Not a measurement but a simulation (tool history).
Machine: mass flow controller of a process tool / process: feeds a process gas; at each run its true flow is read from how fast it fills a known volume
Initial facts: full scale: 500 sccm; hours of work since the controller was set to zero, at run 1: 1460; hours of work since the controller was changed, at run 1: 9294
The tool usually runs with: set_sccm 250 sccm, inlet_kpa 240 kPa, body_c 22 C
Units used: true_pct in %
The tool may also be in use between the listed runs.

run	hour	set_sccm	inlet_kpa	body_c	hours of work since the controller was set to zero	hours of work since the controller was changed	true_pct
1	0	250	240	22	1460	9294	98.86
2	360.7	250	240	22	1671	9506	98.72
3	598.6	250	240	22	1810	9645	98.74
4	1126.5	250	240	22	2120	9955	98.75
5	1617.3	250	240	22	2407	10242	98.54
6	2015	250	240	22	2640	10475	98.52
7	2338	250	240	22	2830	10665	98.45
8	2692.7	250	240	22	3038	10873	98.52
9	2956.1	250	240	22	3192	11027	98.55
10	3204.1	250	240	22	3337	11172	98.5
11	3564.5	196	240	22	3549	11383	98.08
# hour 3727: controller exchanged for a calibrated one
12	4120.4	385	202	22	231	231	99.18
13	4432.3	68	240	22	413	413	97.16
14	4713	68	274	22	578	578	97.22
15	5120	68	187	22	816	816	96.87
16	5387.4	68	187	22	973	973	96.87
17	5646.7	58	177	22	1125	1125	96.7
18	5996.9	241	279	28	1330	1330	97.53
19	6468.4	74	279	28	1607	1607	96.48
20	6759.3	197	142	28	1777	1777	96.86

Forecast run 21:
21	7086.6	197	142	28	1969	1969	?

Run 21 came out at true_pct 97.02 %.
If the tool had no hidden condition, the same run with the same run-to-run variation would have returned true_pct 97.73 %.
